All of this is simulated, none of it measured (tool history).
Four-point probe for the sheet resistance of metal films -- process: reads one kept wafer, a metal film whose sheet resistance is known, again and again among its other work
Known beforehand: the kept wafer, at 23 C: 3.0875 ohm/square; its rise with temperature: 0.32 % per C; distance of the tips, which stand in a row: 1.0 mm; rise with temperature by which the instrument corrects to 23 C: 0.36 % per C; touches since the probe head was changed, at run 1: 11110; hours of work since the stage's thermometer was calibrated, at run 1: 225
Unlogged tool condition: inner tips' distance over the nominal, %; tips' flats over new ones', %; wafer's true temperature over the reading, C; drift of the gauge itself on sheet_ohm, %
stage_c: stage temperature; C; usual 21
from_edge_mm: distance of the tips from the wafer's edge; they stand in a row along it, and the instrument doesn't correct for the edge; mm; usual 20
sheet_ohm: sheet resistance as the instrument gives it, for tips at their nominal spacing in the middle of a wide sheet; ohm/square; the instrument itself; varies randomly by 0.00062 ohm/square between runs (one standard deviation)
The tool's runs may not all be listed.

run,hour,stage_c,from_edge_mm,touches since the probe head was changed,hours of work since the stage's thermometer was calibrated,sheet_ohm
1,0,21,20,11110,225,3.095904
2,44.7,21,20,11699,245,3.097745
3,88.9,21,20,12281,265,3.097335
4,122.6,21,20,12726,281,3.097737
5,159.9,21,20,13217,297,3.096546
6,196.2,21,20,13695,314,3.095735
7,225.9,21,5,14088,327,3.157819
8,249.1,26,28,14394,338,3.087379
9,286,26,28,14879,354,3.087721
10,320.5,26,28,15334,370,3.087605

Run by run, hidden condition taken away, random variation retained:
run,sheet_ohm
1,3.092911
2,3.094923
3,3.094682
4,3.095223
5,3.094169
6,3.093499
7,3.155652
8,3.085333
9,3.085812
10,3.085823
